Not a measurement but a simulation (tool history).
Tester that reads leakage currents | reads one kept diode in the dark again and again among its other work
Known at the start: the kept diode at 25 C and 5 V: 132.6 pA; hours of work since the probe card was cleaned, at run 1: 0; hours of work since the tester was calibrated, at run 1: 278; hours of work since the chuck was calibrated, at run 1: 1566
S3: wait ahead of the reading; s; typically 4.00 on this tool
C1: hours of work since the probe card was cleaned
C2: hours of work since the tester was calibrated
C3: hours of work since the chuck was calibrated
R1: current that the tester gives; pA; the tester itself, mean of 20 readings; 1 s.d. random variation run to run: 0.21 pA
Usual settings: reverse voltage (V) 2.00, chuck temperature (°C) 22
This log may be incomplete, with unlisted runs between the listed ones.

{"run": 1, "day": 0.0, "reverse voltage (V)": 2.0, "chuck temperature (°C)": 22, "S3": 4.0, "C1": 0, "C2": 278, "C3": 1566, "R1": 70.74}
{"run": 2, "day": 8.288, "reverse voltage (V)": 2.0, "chuck temperature (°C)": 22, "S3": 4.0, "C1": 126, "C2": 404, "C3": 1691, "R1": 71.38}
{"run": 3, "day": 14.162, "reverse voltage (V)": 2.0, "chuck temperature (°C)": 22, "S3": 4.0, "C1": 215, "C2": 493, "C3": 1780, "R1": 71.58}
{"run": 4, "day": 19.033, "reverse voltage (V)": 2.0, "chuck temperature (°C)": 22, "S3": 7.58, "C1": 289, "C2": 567, "C3": 1854, "R1": 71.87}
{"run": 5, "day": 27.521, "reverse voltage (V)": 7.92, "chuck temperature (°C)": 22, "S3": 4.0, "C1": 418, "C2": 696, "C3": 1983, "R1": 140.58}
{"run": 6, "day": 33.625, "reverse voltage (V)": 7.92, "chuck temperature (°C)": 22, "S3": 4.0, "C1": 510, "C2": 788, "C3": 2076, "R1": 140.97}
{"run": 7, "day": 37.558, "reverse voltage (V)": 7.92, "chuck temperature (°C)": 22, "S3": 4.0, "C1": 570, "C2": 848, "C3": 2136, "R1": 141.96}
{"run": 8, "day": 44.342, "reverse voltage (V)": 7.92, "chuck temperature (°C)": 32, "S3": 4.0, "C1": 673, "C2": 951, "C3": 2239, "R1": 305.32}
{"run": 9, "day": 52.892, "reverse voltage (V)": 7.92, "chuck temperature (°C)": 32, "S3": 4.0, "C1": 803, "C2": 1081, "C3": 2368, "R1": 306.96}
{"day": 54.758, "done": "chuck's temperature calibrated"}
{"run": 10, "day": 61.375, "reverse voltage (V)": 7.92, "chuck temperature (°C)": 32, "S3": 4.0, "C1": 930, "C2": 1208, "C3": 100, "R1": 283.11}
{"run": 11, "day": 68.192, "reverse voltage (V)": 7.92, "chuck temperature (°C)": 32, "S3": 4.0, "C1": 1034, "C2": 1312, "C3": 204, "R1": 285.07}
{"day": 69.012, "done": "probe card cleaned and baked"}
{"run": 12, "day": 76.75, "reverse voltage (V)": 2.0, "chuck temperature (°C)": 22, "S3": 0.4, "C1": 117, "C2": 1440, "C3": 332, "R1": 68.25}
{"run": 13, "day": 81.142, "reverse voltage (V)": 5.96, "chuck temperature (°C)": 29, "S3": 4.0, "C1": 184, "C2": 1506, "C3": 399, "R1": 200.7}
{"run": 14, "day": 85.383, "reverse voltage (V)": 2.0, "chuck temperature (°C)": 51, "S3": 2.82, "C1": 248, "C2": 1571, "C3": 463, "R1": 564.11}
{"run": 15, "day": 93.429, "reverse voltage (V)": 18.1, "chuck temperature (°C)": 26, "S3": 4.76, "C1": 371, "C2": 1693, "C3": 585, "R1": 280.01}
{"run": 16, "day": 98.838, "reverse voltage (V)": 18.1, "chuck temperature (°C)": 26, "S3": 4.76, "C1": 453, "C2": 1775, "C3": 667, "R1": 281.91}
{"run": 17, "day": 106.412, "reverse voltage (V)": 1.22, "chuck temperature (°C)": 22, "S3": 4.0, "C1": 568, "C2": 1890, "C3": 782, "R1": 54.47}
{"run": 18, "day": 111.383, "reverse voltage (V)": 1.29, "chuck temperature (°C)": 28, "S3": 2.26, "C1": 643, "C2": 1965, "C3": 858, "R1": 89.69}
{"day": 115.629, "done": "probe card cleaned and baked, once more"}
{"run": 19, "day": 118.617, "reverse voltage (V)": 1.29, "chuck temperature (°C)": 28, "S3": 9.49, "C1": 45, "C2": 2073, "C3": 965, "R1": 88.87}
{"run": 20, "day": 126.871, "reverse voltage (V)": 2.0, "chuck temperature (°C)": 25, "S3": 4.0, "C1": 171, "C2": 2199, "C3": 1091, "R1": 87.43}
{"run": 21, "day": 131.988, "reverse voltage (V)": 2.0, "chuck temperature (°C)": 25, "S3": 4.0, "C1": 248, "C2": 2276, "C3": 1168, "R1": 87.81}
{"run": 22, "day": 139.425, "reverse voltage (V)": 13.75, "chuck temperature (°C)": 46, "S3": 6.94, "C1": 361, "C2": 2389, "C3": 1281, "R1": 1034.34}
{"run": 23, "day": 147.579, "reverse voltage (V)": 3.17, "chuck temperature (°C)": 22, "S3": 6.67, "C1": 485, "C2": 2513, "C3": 1405, "R1": 87.12}

Here are 4 independent what-if runs from the current tool condition. What would each one return?
{"run": "A", "day": 152.6, "reverse voltage (V)": 6.83, "chuck temperature (°C)": 36, "S3": 6.67, "C1": 561, "C2": 2589, "C3": 1481, "R1": "?"}
{"run": "B", "day": 152.6, "reverse voltage (V)": 3.17, "chuck temperature (°C)": 22, "S3": 0.58, "C1": 561, "C2": 2589, "C3": 1481, "R1": "?"}
{"run": "C", "day": 152.6, "reverse voltage (V)": 3.8, "chuck temperature (°C)": 53, "S3": 0.52, "C1": 561, "C2": 2589, "C3": 1481, "R1": "?"}
{"run": "D", "day": 152.6, "reverse voltage (V)": 1.01, "chuck temperature (°C)": 22, "S3": 4.0, "C1": 561, "C2": 2589, "C3": 1481, "R1": "?"}

run=A R1=368.02
run=B R1=87.66
run=C R1=900.38
run=D R1=49.93
Stripped of hidden state, with their random variation kept, the same runs would have yielded:
run=A R1=356.27
run=B R1=84.25
run=C R1=877.73
run=D R1=48.12

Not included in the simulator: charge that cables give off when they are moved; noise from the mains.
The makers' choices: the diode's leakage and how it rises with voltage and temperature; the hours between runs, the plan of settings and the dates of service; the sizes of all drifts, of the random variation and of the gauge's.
